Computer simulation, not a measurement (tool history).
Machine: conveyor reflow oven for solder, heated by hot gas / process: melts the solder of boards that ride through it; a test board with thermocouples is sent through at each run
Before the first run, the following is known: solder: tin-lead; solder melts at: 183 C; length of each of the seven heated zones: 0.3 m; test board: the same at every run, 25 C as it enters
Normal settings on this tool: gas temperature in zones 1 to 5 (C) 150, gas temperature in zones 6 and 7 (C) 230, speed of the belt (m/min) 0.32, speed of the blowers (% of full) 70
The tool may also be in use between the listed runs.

| run | day | gas temperature in zones 1 to 5 (C) | gas temperature in zones 6 and 7 (C) | speed of the belt (m/min) | speed of the blowers (% of full) | highest temperature of the board (C) | time above the solder's melting point (s) |
|---|---|---|---|---|---|---|---|
| 1 | 0 | 150 | 230 | 0.32 | 70 | 218.43 | 93.1 |
| 2 | 1.329 | 150 | 230 | 0.32 | 70 | 218.36 | 93.2 |
|  | 2.333 | flux residue cleaned out of gas plates and filters |
| 3 | 3.629 | 150 | 230 | 0.32 | 70 | 218.42 | 93.3 |
| 4 | 6.029 | 150 | 230 | 0.32 | 70 | 218.25 | 93.5 |
| 5 | 8.229 | 150 | 230 | 0.32 | 70 | 218.34 | 93.3 |
| 6 | 9.442 | 150 | 230 | 0.32 | 70 | 218.35 | 93.6 |
| 7 | 10.679 | 150 | 230 | 0.32 | 70 | 218.4 | 93.5 |
| 8 | 12.754 | 165 | 236 | 0.32 | 70 | 225.87 | 110 |
|  | 13.288 | flux residue cleaned out of gas plates and filters |
|  | 14.7 | thermocouples of zones 6 and 7 changed |
| 9 | 15.771 | 165 | 236 | 0.32 | 70 | 225.87 | 110.3 |
| 10 | 17.212 | 165 | 236 | 0.32 | 70 | 225.92 | 109.9 |
| 11 | 18.738 | 165 | 236 | 0.32 | 70 | 225.99 | 109.8 |
| 12 | 19.892 | 164 | 236 | 0.32 | 53 | 221.55 | 105.2 |
| 13 | 21.229 | 164 | 236 | 0.32 | 53 | 221.6 | 105.2 |
| 14 | 23.742 | 152 | 224 | 0.346 | 85 | 214.31 | 84.3 |

Below are 5 alternative next runs, each starting from the tool's condition after run 14. Predict each:
|  | 24.279 | flux residue cleaned out of gas plates and filters |
| A | 25.112 | 150 | 230 | 0.32 | 62 | ? | ? |
|  | 24.279 | flux residue cleaned out of gas plates and filters |
| B | 25.112 | 152 | 224 | 0.288 | 85 | ? | ? |
|  | 24.279 | flux residue cleaned out of gas plates and filters |
| C | 25.112 | 150 | 230 | 0.337 | 70 | ? | ? |
|  | 24.279 | flux residue cleaned out of gas plates and filters |
| D | 25.112 | 144 | 224 | 0.346 | 85 | ? | ? |
|  | 24.279 | flux residue cleaned out of gas plates and filters |
| E | 25.112 | 136 | 224 | 0.33 | 85 | ? | ? |

| run | highest temperature of the board (C) | time above the solder's melting point (s) |
|---|---|---|
| A | 216.46 | 90.2 |
| B | 217.71 | 106.5 |
| C | 217.07 | 86.9 |
| D | 213.36 | 78.5 |
| E | 213.49 | 79.2 |
With no hidden state in the tool, these same runs would have given:
| run | highest temperature of the board (C) | time above the solder's melting point (s) |
|---|---|---|
| A | 216.46 | 90.2 |
| B | 217.7 | 106.4 |
| C | 217.07 | 86.9 |
| D | 213.35 | 78.4 |
| E | 213.49 | 79.1 |

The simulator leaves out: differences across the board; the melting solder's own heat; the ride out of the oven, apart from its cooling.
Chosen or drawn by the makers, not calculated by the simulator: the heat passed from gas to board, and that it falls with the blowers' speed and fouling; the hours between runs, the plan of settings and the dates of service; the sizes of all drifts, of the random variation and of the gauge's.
